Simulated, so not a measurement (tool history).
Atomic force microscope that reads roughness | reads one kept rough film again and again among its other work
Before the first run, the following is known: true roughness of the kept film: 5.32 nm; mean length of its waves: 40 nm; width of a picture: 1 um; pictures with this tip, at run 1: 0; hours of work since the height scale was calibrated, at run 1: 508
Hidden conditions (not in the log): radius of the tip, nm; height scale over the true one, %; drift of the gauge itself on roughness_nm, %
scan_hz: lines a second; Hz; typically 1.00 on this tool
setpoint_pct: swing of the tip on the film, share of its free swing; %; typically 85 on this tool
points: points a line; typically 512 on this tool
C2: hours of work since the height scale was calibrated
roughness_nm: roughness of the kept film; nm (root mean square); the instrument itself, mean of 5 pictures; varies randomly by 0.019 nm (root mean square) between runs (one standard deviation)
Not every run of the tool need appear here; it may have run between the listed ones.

Run 1, hour 0.0: usual settings; pictures with this tip 0; C2 508. Result: roughness_nm 4.490 nm (root mean square).
Run 2, hour 13.1: usual settings; pictures with this tip 22; C2 514. Result: roughness_nm 4.099 nm (root mean square).
Run 3, hour 34.5: usual settings; pictures with this tip 58; C2 525. Result: roughness_nm 3.648 nm (root mean square).
Run 4, hour 48.9: usual settings; pictures with this tip 82; C2 532. Result: roughness_nm 3.362 nm (root mean square).
Run 5, hour 62.3: usual settings but scan_hz 2.29 Hz; pictures with this tip 105; C2 538. Result: roughness_nm 3.055 nm (root mean square).
At hour 66.3: new tip fitted.
Run 6, hour 90.6: usual settings but scan_hz 2.29 Hz; pictures with this tip 41; C2 552. Result: roughness_nm 3.752 nm (root mean square).
Run 7, hour 107.1: usual settings but scan_hz 2.29 Hz; pictures with this tip 69; C2 560. Result: roughness_nm 3.421 nm (root mean square).
Run 8, hour 126.9: usual settings but scan_hz 2.29 Hz; pictures with this tip 103; C2 569. Result: roughness_nm 3.070 nm (root mean square).
At hour 132.9: new tip fitted.
Run 9, hour 150.2: usual settings but scan_hz 2.29 Hz; pictures with this tip 29; C2 580. Result: roughness_nm 3.907 nm (root mean square).
Run 10, hour 175.7: usual settings; pictures with this tip 72; C2 593. Result: roughness_nm 3.588 nm (root mean square).
Run 11, hour 191.6: usual settings; pictures with this tip 99; C2 601. Result: roughness_nm 3.338 nm (root mean square).
At hour 200.8: new tip fitted.
Run 12, hour 210.7: usual settings but scan_hz 3.37 Hz; pictures with this tip 17; C2 610. Result: roughness_nm 3.904 nm (root mean square).
Run 13, hour 231.6: usual settings but scan_hz 3.37 Hz; pictures with this tip 52; C2 620. Result: roughness_nm 3.481 nm (root mean square).
Run 14, hour 256.8: usual settings but scan_hz 0.96 Hz, setpoint_pct 86 %, points 504; pictures with this tip 95; C2 632. Result: roughness_nm 3.349 nm (root mean square).
At hour 266.5: new tip fitted.
Run 15, hour 273.0: usual settings but scan_hz 0.89 Hz, setpoint_pct 79 %; pictures with this tip 11; C2 640. Result: roughness_nm 4.347 nm (root mean square).
At hour 275.6: height scale calibrated on a step standard.
Run 16, hour 291.1: usual settings but scan_hz 0.89 Hz, setpoint_pct 79 %; pictures with this tip 40; C2 8. Result: roughness_nm 4.013 nm (root mean square).
Run 17, hour 321.0: usual settings but scan_hz 1.59 Hz, setpoint_pct 58 %, points 540; pictures with this tip 90; C2 22. Result: roughness_nm 3.456 nm (root mean square).
At hour 335.5: new tip fitted.
Run 18, hour 341.7: usual settings but scan_hz 2.59 Hz, setpoint_pct 58 %, points 591; pictures with this tip 10; C2 32. Result: roughness_nm 4.442 nm (root mean square).
At hour 362.8: height scale calibrated on a step standard, once more.
Run 19, hour 369.9: usual settings but scan_hz 2.59 Hz, setpoint_pct 58 %, points 591; pictures with this tip 56; C2 3. Result: roughness_nm 3.699 nm (root mean square).
Run 20, hour 396.7: usual settings but scan_hz 2.59 Hz, setpoint_pct 58 %, points 591; pictures with this tip 102; C2 16. Result: roughness_nm 3.220 nm (root mean square).
At hour 404.1: new tip fitted.
Run 21, hour 409.7: usual settings but scan_hz 2.26 Hz, setpoint_pct 57 %, points 326; pictures with this tip 9; C2 23. Result: roughness_nm 4.396 nm (root mean square).
Run 22, hour 431.2: usual settings but scan_hz 2.82 Hz, setpoint_pct 82 %, points 761; pictures with this tip 45; C2 33. Result: roughness_nm 3.638 nm (root mean square).
Run 23, hour 461.3: usual settings but setpoint_pct 73 %, points 378; pictures with this tip 97; C2 48. Result: roughness_nm 3.349 nm (root mean square).

Run by run, hidden condition taken away, random variation retained:
run  roughness_nm
  1         4.527
  2         4.499
  3         4.517
  4         4.479
  5         4.331
  6         4.335
  7         4.325
  8         4.294
  9         4.307
 10         4.505
 11         4.500
 12         4.151
 13         4.168
 14         4.507
 15         4.538
 16         4.564
 17         4.611
 18         4.606
 19         4.603
 20         4.589
 21         4.575
 22         4.281
 23         4.599

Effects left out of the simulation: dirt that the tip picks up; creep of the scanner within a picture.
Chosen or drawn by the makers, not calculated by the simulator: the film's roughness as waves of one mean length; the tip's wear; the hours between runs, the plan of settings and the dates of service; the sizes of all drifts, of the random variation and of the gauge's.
